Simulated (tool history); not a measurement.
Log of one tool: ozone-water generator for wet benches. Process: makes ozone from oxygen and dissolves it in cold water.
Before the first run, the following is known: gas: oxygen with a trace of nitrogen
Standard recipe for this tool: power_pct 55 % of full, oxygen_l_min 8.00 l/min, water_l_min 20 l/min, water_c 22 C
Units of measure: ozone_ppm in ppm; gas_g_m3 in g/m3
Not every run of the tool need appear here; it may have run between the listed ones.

{"run": 1, "hour": 0.0, "power_pct": 55, "oxygen_l_min": 8.0, "water_l_min": 20, "water_c": 22, "ozone_ppm": 25.2, "gas_g_m3": 229.8}
{"run": 2, "hour": 167.4, "power_pct": 55, "oxygen_l_min": 8.0, "water_l_min": 20, "water_c": 22, "ozone_ppm": 25.3, "gas_g_m3": 229.5}
{"run": 3, "hour": 263.7, "power_pct": 55, "oxygen_l_min": 8.0, "water_l_min": 20, "water_c": 22, "ozone_ppm": 25.0, "gas_g_m3": 228.8}
{"run": 4, "hour": 365.2, "power_pct": 55, "oxygen_l_min": 8.0, "water_l_min": 20, "water_c": 22, "ozone_ppm": 25.3, "gas_g_m3": 227.4}
{"run": 5, "hour": 497.6, "power_pct": 55, "oxygen_l_min": 8.0, "water_l_min": 20, "water_c": 22, "ozone_ppm": 25.2, "gas_g_m3": 228.5}
{"run": 6, "hour": 598.2, "power_pct": 55, "oxygen_l_min": 8.0, "water_l_min": 20, "water_c": 22, "ozone_ppm": 25.1, "gas_g_m3": 229.2}
{"run": 7, "hour": 764.9, "power_pct": 55, "oxygen_l_min": 8.0, "water_l_min": 20, "water_c": 22, "ozone_ppm": 25.2, "gas_g_m3": 227.4}
{"run": 8, "hour": 940.3, "power_pct": 55, "oxygen_l_min": 8.0, "water_l_min": 20, "water_c": 22, "ozone_ppm": 25.4, "gas_g_m3": 229.4}
{"run": 9, "hour": 1024.3, "power_pct": 55, "oxygen_l_min": 8.0, "water_l_min": 20, "water_c": 22, "ozone_ppm": 25.1, "gas_g_m3": 228.6}
{"run": 10, "hour": 1128.8, "power_pct": 55, "oxygen_l_min": 8.0, "water_l_min": 20, "water_c": 22, "ozone_ppm": 25.1, "gas_g_m3": 231.1}
{"run": 11, "hour": 1240.3, "power_pct": 55, "oxygen_l_min": 8.0, "water_l_min": 20, "water_c": 22, "ozone_ppm": 25.0, "gas_g_m3": 230.3}
{"run": 12, "hour": 1378.1, "power_pct": 55, "oxygen_l_min": 8.0, "water_l_min": 20, "water_c": 22, "ozone_ppm": 25.2, "gas_g_m3": 230.5}
{"run": 13, "hour": 1498.4, "power_pct": 55, "oxygen_l_min": 14.33, "water_l_min": 20, "water_c": 22, "ozone_ppm": 25.1, "gas_g_m3": 185.6}
{"run": 14, "hour": 1650.4, "power_pct": 55, "oxygen_l_min": 14.33, "water_l_min": 20, "water_c": 18, "ozone_ppm": 27.8, "gas_g_m3": 188.3}
{"run": 15, "hour": 1726.2, "power_pct": 57, "oxygen_l_min": 4.89, "water_l_min": 14, "water_c": 25, "ozone_ppm": 29.7, "gas_g_m3": 279.5}
{"run": 16, "hour": 1809.1, "power_pct": 55, "oxygen_l_min": 8.0, "water_l_min": 20, "water_c": 22, "ozone_ppm": 25.3, "gas_g_m3": 229.6}
{"run": 17, "hour": 1897.0, "power_pct": 55, "oxygen_l_min": 8.0, "water_l_min": 20, "water_c": 23, "ozone_ppm": 25.0, "gas_g_m3": 229.7}
{"run": 18, "hour": 2068.7, "power_pct": 92, "oxygen_l_min": 12.93, "water_l_min": 15, "water_c": 16, "ozone_ppm": 49.6, "gas_g_m3": 286.7}
{"hour": 2093.4, "done": "water thermometer calibrated"}
{"hour": 2199.4, "done": "contactor cleaned"}
{"run": 19, "hour": 2208.6, "power_pct": 92, "oxygen_l_min": 12.93, "water_l_min": 15, "water_c": 16, "ozone_ppm": 49.7, "gas_g_m3": 288.4}
{"run": 20, "hour": 2295.9, "power_pct": 92, "oxygen_l_min": 12.93, "water_l_min": 26, "water_c": 16, "ozone_ppm": 36.8, "gas_g_m3": 287.5}
{"run": 21, "hour": 2474.5, "power_pct": 92, "oxygen_l_min": 5.8, "water_l_min": 26, "water_c": 29, "ozone_ppm": 26.8, "gas_g_m3": 382.3}
{"run": 22, "hour": 2600.9, "power_pct": 55, "oxygen_l_min": 5.9, "water_l_min": 20, "water_c": 15, "ozone_ppm": 27.3, "gas_g_m3": 252.6}
{"run": 23, "hour": 2698.5, "power_pct": 69, "oxygen_l_min": 4.3, "water_l_min": 12, "water_c": 25, "ozone_ppm": 37.3, "gas_g_m3": 338.6}
{"run": 24, "hour": 2779.8, "power_pct": 69, "oxygen_l_min": 4.3, "water_l_min": 12, "water_c": 25, "ozone_ppm": 37.1, "gas_g_m3": 339.8}
{"run": 25, "hour": 2946.5, "power_pct": 69, "oxygen_l_min": 4.3, "water_l_min": 12, "water_c": 25, "ozone_ppm": 37.2, "gas_g_m3": 340.6}

Predict each of these 5 candidate next runs independently; none follows another, all start after run 25:
{"run": "A", "hour": 3127.1, "power_pct": 69, "oxygen_l_min": 4.3, "water_l_min": 12, "water_c": 23, "ozone_ppm": "?", "gas_g_m3": "?"}
{"run": "B", "hour": 3127.1, "power_pct": 64, "oxygen_l_min": 8.0, "water_l_min": 20, "water_c": 22, "ozone_ppm": "?", "gas_g_m3": "?"}
{"run": "C", "hour": 3127.1, "power_pct": 69, "oxygen_l_min": 4.94, "water_l_min": 12, "water_c": 19, "ozone_ppm": "?", "gas_g_m3": "?"}
{"run": "D", "hour": 3127.1, "power_pct": 55, "oxygen_l_min": 8.0, "water_l_min": 20, "water_c": 26, "ozone_ppm": "?", "gas_g_m3": "?"}
{"run": "E", "hour": 3127.1, "power_pct": 55, "oxygen_l_min": 5.43, "water_l_min": 15, "water_c": 22, "ozone_ppm": "?", "gas_g_m3": "?"}

run=A ozone_ppm=38.8 gas_g_m3=336.2
run=B ozone_ppm=28.2 gas_g_m3=258.2
run=C ozone_ppm=41.8 gas_g_m3=324.5
run=D ozone_ppm=23.0 gas_g_m3=229.1
run=E ozone_ppm=29.4 gas_g_m3=261.6
Without the tool's unlogged condition, the same runs would have read:
run=A ozone_ppm=38.9 gas_g_m3=336.6
run=B ozone_ppm=28.2 gas_g_m3=258.5
run=C ozone_ppm=41.8 gas_g_m3=324.8
run=D ozone_ppm=23.1 gas_g_m3=229.3
run=E ozone_ppm=29.4 gas_g_m3=261.8

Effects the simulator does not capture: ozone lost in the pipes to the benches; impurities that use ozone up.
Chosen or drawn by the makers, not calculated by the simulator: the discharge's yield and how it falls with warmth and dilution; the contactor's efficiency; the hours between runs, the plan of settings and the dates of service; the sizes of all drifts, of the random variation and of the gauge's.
